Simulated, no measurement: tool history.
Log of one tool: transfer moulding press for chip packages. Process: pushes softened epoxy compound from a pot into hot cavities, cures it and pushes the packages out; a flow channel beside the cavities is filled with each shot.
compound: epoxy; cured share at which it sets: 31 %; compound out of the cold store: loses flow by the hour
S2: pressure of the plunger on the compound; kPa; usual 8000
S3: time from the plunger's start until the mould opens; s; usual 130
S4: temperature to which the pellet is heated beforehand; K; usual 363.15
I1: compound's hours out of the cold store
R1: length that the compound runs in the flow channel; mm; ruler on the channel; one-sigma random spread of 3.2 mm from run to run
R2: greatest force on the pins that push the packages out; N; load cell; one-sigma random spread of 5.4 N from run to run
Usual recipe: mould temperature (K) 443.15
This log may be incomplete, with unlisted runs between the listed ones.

{"run": 1, "hour": 0.0, "mould temperature (K)": 443.15, "S2": 8000, "S3": 130, "S4": 363.15, "I1": 20.3, "R1": 753, "R2": 182}
{"run": 2, "hour": 9.5, "mould temperature (K)": 443.15, "S2": 7650, "S3": 130, "S4": 363.15, "I1": 42.0, "R1": 654, "R2": 211}
{"run": 3, "hour": 20.8, "mould temperature (K)": 443.15, "S2": 7650, "S3": 130, "S4": 363.15, "I1": 34.2, "R1": 692, "R2": 233}
{"run": 4, "hour": 34.2, "mould temperature (K)": 443.15, "S2": 8000, "S3": 113, "S4": 363.15, "I1": 12.4, "R1": 781, "R2": 346}
{"run": 5, "hour": 44.6, "mould temperature (K)": 443.15, "S2": 8000, "S3": 118, "S4": 363.15, "I1": 25.6, "R1": 722, "R2": 324}
{"run": 6, "hour": 53.9, "mould temperature (K)": 443.15, "S2": 8000, "S3": 118, "S4": 363.15, "I1": 23.6, "R1": 732, "R2": 349}
{"hour": 63.3, "done": "cavities cleaned with cleaning compound and waxed"}
{"run": 7, "hour": 68.4, "mould temperature (K)": 443.15, "S2": 8000, "S3": 149, "S4": 363.15, "I1": 39.5, "R1": 673, "R2": 172}
{"run": 8, "hour": 76.7, "mould temperature (K)": 443.15, "S2": 8000, "S3": 128, "S4": 363.15, "I1": 14.8, "R1": 760, "R2": 225}
{"run": 9, "hour": 88.8, "mould temperature (K)": 443.15, "S2": 8000, "S3": 128, "S4": 363.15, "I1": 38.6, "R1": 674, "R2": 251}
{"run": 10, "hour": 101.1, "mould temperature (K)": 443.15, "S2": 8000, "S3": 128, "S4": 367.15, "I1": 28.0, "R1": 708, "R2": 310}
{"run": 11, "hour": 108.0, "mould temperature (K)": 443.15, "S2": 8000, "S3": 128, "S4": 367.15, "I1": 35.1, "R1": 681, "R2": 304}
{"run": 12, "hour": 117.9, "mould temperature (K)": 451.15, "S2": 8000, "S3": 130, "S4": 363.15, "I1": 16.6, "R1": 733, "R2": 281}
{"run": 13, "hour": 124.6, "mould temperature (K)": 451.15, "S2": 8000, "S3": 123, "S4": 363.15, "I1": 42.5, "R1": 636, "R2": 281}
{"hour": 130.2, "done": "cavities cleaned with cleaning compound and waxed"}
{"run": 14, "hour": 132.9, "mould temperature (K)": 451.15, "S2": 8000, "S3": 123, "S4": 363.15, "I1": 20.6, "R1": 718, "R2": 172}
{"run": 15, "hour": 142.2, "mould temperature (K)": 451.15, "S2": 8000, "S3": 123, "S4": 363.15, "I1": 8.6, "R1": 756, "R2": 192}
{"run": 16, "hour": 150.3, "mould temperature (K)": 443.15, "S2": 7190, "S3": 131, "S4": 363.15, "I1": 22.1, "R1": 689, "R2": 253}
{"run": 17, "hour": 160.0, "mould temperature (K)": 447.15, "S2": 9120, "S3": 161, "S4": 362.15, "I1": 27.5, "R1": 741, "R2": 237}
{"run": 18, "hour": 168.2, "mould temperature (K)": 443.15, "S2": 8000, "S3": 143, "S4": 363.15, "I1": 31.7, "R1": 693, "R2": 272}
{"run": 19, "hour": 179.7, "mould temperature (K)": 443.15, "S2": 8840, "S3": 143, "S4": 363.15, "I1": 32.9, "R1": 723, "R2": 282}
{"run": 20, "hour": 190.7, "mould temperature (K)": 443.15, "S2": 6760, "S3": 130, "S4": 363.15, "I1": 47.2, "R1": 584, "R2": 325}
{"hour": 196.6, "done": "cavities cleaned with cleaning compound and waxed"}
{"run": 21, "hour": 203.5, "mould temperature (K)": 451.15, "S2": 8000, "S3": 160, "S4": 363.15, "I1": 31.5, "R1": 670, "R2": 178}
{"run": 22, "hour": 215.0, "mould temperature (K)": 443.15, "S2": 8000, "S3": 127, "S4": 363.15, "I1": 39.9, "R1": 663, "R2": 230}
{"run": 23, "hour": 225.4, "mould temperature (K)": 445.15, "S2": 9820, "S3": 130, "S4": 369.15, "I1": 14.4, "R1": 825, "R2": 262}
{"run": 24, "hour": 237.7, "mould temperature (K)": 443.15, "S2": 8000, "S3": 112, "S4": 370.15, "I1": 19.5, "R1": 729, "R2": 356}
{"run": 25, "hour": 248.4, "mould temperature (K)": 443.15, "S2": 7340, "S3": 112, "S4": 370.15, "I1": 16.4, "R1": 712, "R2": 373}
{"run": 26, "hour": 255.7, "mould temperature (K)": 443.15, "S2": 7340, "S3": 112, "S4": 370.15, "I1": 23.7, "R1": 684, "R2": 382}
{"hour": 263.2, "done": "cavities cleaned with cleaning compound and waxed"}
{"run": 27, "hour": 271.9, "mould temperature (K)": 447.15, "S2": 7940, "S3": 131, "S4": 356.15, "I1": 27.2, "R1": 685, "R2": 181}
{"run": 28, "hour": 286.6, "mould temperature (K)": 447.15, "S2": 9140, "S3": 132, "S4": 354.15, "I1": 35.5, "R1": 702, "R2": 231}
{"run": 29, "hour": 299.7, "mould temperature (K)": 447.15, "S2": 9140, "S3": 132, "S4": 354.15, "I1": 34.2, "R1": 706, "R2": 261}

Here are 3 independent what-if runs from the current tool condition. What would each one return?
{"run": "A", "hour": 313.8, "mould temperature (K)": 436.15, "S2": 8000, "S3": 130, "S4": 363.15, "I1": 41.4, "R1": "?", "R2": "?"}
{"run": "B", "hour": 313.8, "mould temperature (K)": 447.15, "S2": 9140, "S3": 132, "S4": 368.15, "I1": 13.9, "R1": "?", "R2": "?"}
{"run": "C", "hour": 313.8, "mould temperature (K)": 449.15, "S2": 8000, "S3": 116, "S4": 365.15, "I1": 22.7, "R1": "?", "R2": "?"}

run=A R1=662 R2=451
run=B R1=789 R2=299
run=C R1=697 R2=285
What these runs would have given with no unlogged condition in the tool:
run=A R1=696 R2=248
run=B R1=829 R2=171
run=C R1=732 R2=159
